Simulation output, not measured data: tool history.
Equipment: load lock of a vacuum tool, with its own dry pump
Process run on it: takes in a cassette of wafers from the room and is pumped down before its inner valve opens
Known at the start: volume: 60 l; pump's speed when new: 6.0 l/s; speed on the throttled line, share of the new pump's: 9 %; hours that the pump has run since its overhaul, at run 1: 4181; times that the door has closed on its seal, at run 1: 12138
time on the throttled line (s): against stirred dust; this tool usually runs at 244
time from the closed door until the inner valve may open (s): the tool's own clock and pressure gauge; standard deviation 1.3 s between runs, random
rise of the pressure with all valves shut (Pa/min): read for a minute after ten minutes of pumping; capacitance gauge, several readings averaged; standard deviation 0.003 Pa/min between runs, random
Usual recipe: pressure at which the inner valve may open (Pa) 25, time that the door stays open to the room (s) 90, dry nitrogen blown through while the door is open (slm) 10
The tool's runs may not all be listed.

| run | day | time on the throttled line (s) | pressure at which the inner valve may open (Pa) | time that the door stays open to the room (s) | dry nitrogen blown through while the door is open (slm) | hours that the pump has run since its overhaul | times that the door has closed on its seal | incoming humidity of the room's air, % | time from the closed door until the inner valve may open (s) | rise of the pressure with all valves shut (Pa/min) |
|---|---|---|---|---|---|---|---|---|---|---|
| 1 | 0.000 | 244 | 25 | 90 | 10 | 4181 | 12138 | 44.4 | 309.7 | 0.087 |
| 2 | 2.483 | 244 | 25 | 90 | 14 | 4241 | 12309 | 46.6 | 305.5 | 0.091 |
| 3 | 5.900 | 244 | 25 | 86 | 10 | 4323 | 12544 | 46.5 | 307.6 | 0.091 |
| 4 | 8.846 | 244 | 25 | 86 | 10 | 4393 | 12746 | 44.6 | 308.7 | 0.086 |
| 5 | 11.238 | 244 | 25 | 86 | 10 | 4451 | 12911 | 43.7 | 310.2 | 0.089 |
| 6 | 14.075 | 244 | 25 | 86 | 10 | 4519 | 13105 | 43.4 | 308.1 | 0.089 |
| 7 | 18.817 | 244 | 43 | 86 | 10 | 4633 | 13431 | 45.2 | 302.8 | 0.088 |
| 8 | 22.254 | 244 | 25 | 90 | 10 | 4715 | 13668 | 47.3 | 309.1 | 0.090 |
| 9 | 25.967 | 244 | 25 | 90 | 10 | 4804 | 13923 | 46.1 | 308.5 | 0.097 |
| 10 | 29.817 | 244 | 25 | 90 | 10 | 4897 | 14187 | 42.9 | 310.1 | 0.095 |
| 11 | 34.933 | 244 | 25 | 90 | 10 | 5020 | 14539 | 45.3 | 306.9 | 0.092 |
| 12 | 38.262 | 244 | 25 | 90 | 10 | 5099 | 14768 | 45.0 | 308.3 | 0.098 |
| 13 | 41.600 | 233 | 25 | 90 | 10 | 5180 | 14997 | 45.4 | 295.6 | 0.099 |
| 14 | 45.992 | 189 | 38 | 43 | 4 | 5285 | 15299 | 43.5 | 254.0 | 0.096 |
| 15 | 48.496 | 189 | 38 | 43 | 4 | 5345 | 15471 | 44.7 | 254.7 | 0.094 |
| 16 | 50.833 | 189 | 38 | 43 | 4 | 5401 | 15632 | 45.9 | 257.3 | 0.096 |
| 17 | 53.917 | 195 | 25 | 60 | 29 | 5475 | 15844 | 45.1 | 264.8 | 0.085 |
| 18 | 58.275 | 195 | 25 | 60 | 29 | 5580 | 16144 | 49.4 | 267.2 | 0.087 |
| 19 | 62.588 | 201 | 21 | 36 | 7 | 5683 | 16440 | 43.7 | 272.9 | 0.088 |
| 20 | 64.925 | 201 | 21 | 36 | 7 | 5739 | 16600 | 45.4 | 273.5 | 0.089 |
| 21 | 67.846 | 201 | 21 | 36 | 7 | 5810 | 16801 | 46.6 | 271.8 | 0.092 |
| 22 | 70.542 | 201 | 21 | 36 | 7 | 5874 | 16986 | 44.2 | 270.9 | 0.096 |
| 23 | 75.217 | 201 | 21 | 36 | 7 | 5986 | 17308 | 44.2 | 272.6 | 0.095 |
| 24 | 77.825 | 300 | 25 | 90 | 10 | 6049 | 17487 | 42.6 | 359.5 | 0.110 |
| 25 | 80.554 | 472 | 26 | 41 | 20 | 6114 | 17675 | 42.7 | 515.6 | 0.095 |

Below, each run's measurement less what the same run would have read without the hidden state. Both values contain the same run-to-run variation, but the gauge's scatter may not be the same in both:
What the log doesn't record here: pump's speed, % of a new pump's; leak at the door's seal, Pa l/s; drift of the gauge itself on ready_s, %; drift of the gauge itself on rise_pa_min, %.
| run | time from the closed door until the inner valve may open (s) | rise of the pressure with all valves shut (Pa/min) |
|---|---|---|
| 1 | +3.3 | +0.040 |
| 2 | +3.2 | +0.041 |
| 3 | +3.3 | +0.042 |
| 4 | +3.4 | +0.043 |
| 5 | +3.4 | +0.044 |
| 6 | +3.4 | +0.044 |
| 7 | +3.3 | +0.045 |
| 8 | +3.6 | +0.047 |
| 9 | +3.7 | +0.049 |
| 10 | +3.7 | +0.049 |
| 11 | +3.8 | +0.051 |
| 12 | +3.8 | +0.052 |
| 13 | +4.0 | +0.054 |
| 14 | +4.0 | +0.057 |
| 15 | +4.1 | +0.056 |
| 16 | +4.1 | +0.056 |
| 17 | +4.5 | +0.060 |
| 18 | +4.6 | +0.059 |
| 19 | +4.7 | +0.059 |
| 20 | +4.7 | +0.061 |
| 21 | +4.7 | +0.064 |
| 22 | +4.8 | +0.064 |
| 23 | +4.8 | +0.065 |
| 24 | +4.3 | +0.066 |
| 25 | +2.9 | +0.067 |
